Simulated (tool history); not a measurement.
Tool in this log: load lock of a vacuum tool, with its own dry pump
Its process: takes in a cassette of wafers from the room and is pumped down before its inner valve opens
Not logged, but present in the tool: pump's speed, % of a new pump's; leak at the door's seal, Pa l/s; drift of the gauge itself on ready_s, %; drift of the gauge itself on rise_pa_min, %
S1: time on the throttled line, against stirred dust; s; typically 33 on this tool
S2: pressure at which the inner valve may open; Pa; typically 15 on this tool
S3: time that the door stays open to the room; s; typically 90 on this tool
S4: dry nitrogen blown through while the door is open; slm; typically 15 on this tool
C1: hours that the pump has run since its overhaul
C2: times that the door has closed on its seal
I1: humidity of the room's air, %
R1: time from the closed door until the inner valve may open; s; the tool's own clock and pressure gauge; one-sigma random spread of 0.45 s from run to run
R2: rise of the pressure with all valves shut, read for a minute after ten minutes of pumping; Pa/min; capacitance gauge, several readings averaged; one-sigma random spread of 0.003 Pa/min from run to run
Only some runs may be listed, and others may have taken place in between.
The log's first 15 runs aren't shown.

run 16 hour=3640.5 | S1=33 S2=15 S3=217 S4=15 | C1=15911 C2=12438 | I1=43.8 | R1=63.1 R2=0.206
run 17 hour=3948 | S1=53 S2=15 S3=90 S4=6 | C1=16219 C2=12974 | I1=46.8 | R1=77.2 R2=0.192
run 18 hour=4099.9 | S1=33 S2=17 S3=118 S4=25 | C1=16371 C2=13239 | I1=49 | R1=62.8 R2=0.189
run 19 hour=4419.3 | S1=33 S2=17 S3=118 S4=25 | C1=16690 C2=13797 | I1=45.5 | R1=62.2 R2=0.197
run 20 hour=4720.8 | S1=33 S2=20 S3=90 S4=22 | C1=16991 C2=14323 | I1=46.3 | R1=60.8 R2=0.198
run 21 hour=4862.8 | S1=33 S2=20 S3=90 S4=22 | C1=17134 C2=14571 | I1=44.6 | R1=61.5 R2=0.208
run 22 hour=5128.6 | S1=33 S2=20 S3=90 S4=22 | C1=17399 C2=15035 | I1=45.7 | R1=62.3 R2=0.215
run 23 hour=5274.5 | S1=25 S2=15 S3=90 S4=17 | C1=17545 C2=15290 | I1=46.2 | R1=58.2 R2=0.222
run 24 hour=5553.1 | S1=29 S2=15 S3=213 S4=18 | C1=17824 C2=15776 | I1=44.6 | R1=60.6 R2=0.266
run 25 hour=5763.1 | S1=29 S2=15 S3=213 S4=18 | C1=18034 C2=16143 | I1=44.7 | R1=61.4 R2=0.273
run 26 hour=5942.2 | S1=46 S2=10 S3=48 S4=15 | C1=18213 C2=16455 | I1=47.8 | R1=74.5 R2=0.239
run 27 hour=6115.7 | S1=21 S2=15 S3=90 S4=15 | C1=18386 C2=16758 | I1=45.9 | R1=55.1 R2=0.262
run 28 hour=6251.8 | S1=21 S2=15 S3=90 S4=15 | C1=18522 C2=16995 | I1=47.6 | R1=55.7 R2=0.255
run 29 hour=6582.4 | S1=56 S2=26 S3=57 S4=19 | C1=18853 C2=17573 | I1=44.9 | R1=78.1 R2=0.262
run 30 hour=6775.3 | S1=54 S2=13 S3=90 S4=15 | C1=19046 C2=17909 | I1=46.1 | R1=79.8 R2=0.276

Below are 3 alternative next runs, each starting from the tool's condition after run 30. Predict each:
run A hour=6973.4 | S1=64 S2=15 S3=103 S4=9 | C1=19244 C2=18255 | I1=45 | R1=? R2=?
run B hour=6973.4 | S1=32 S2=13 S3=90 S4=10 | C1=19244 C2=18255 | I1=43.6 | R1=? R2=?
run C hour=6973.4 | S1=33 S2=15 S3=90 S4=10 | C1=19244 C2=18255 | I1=43.4 | R1=? R2=?

run=A R1=86.3 R2=0.299
run=B R1=64.7 R2=0.296
run=C R1=64.6 R2=0.288
With the hidden condition removed and each run's random variation left untouched, the same runs would have given:
run=A R1=81 R2=0.059
run=B R1=57.1 R2=0.056
run=C R1=57.4 R2=0.051
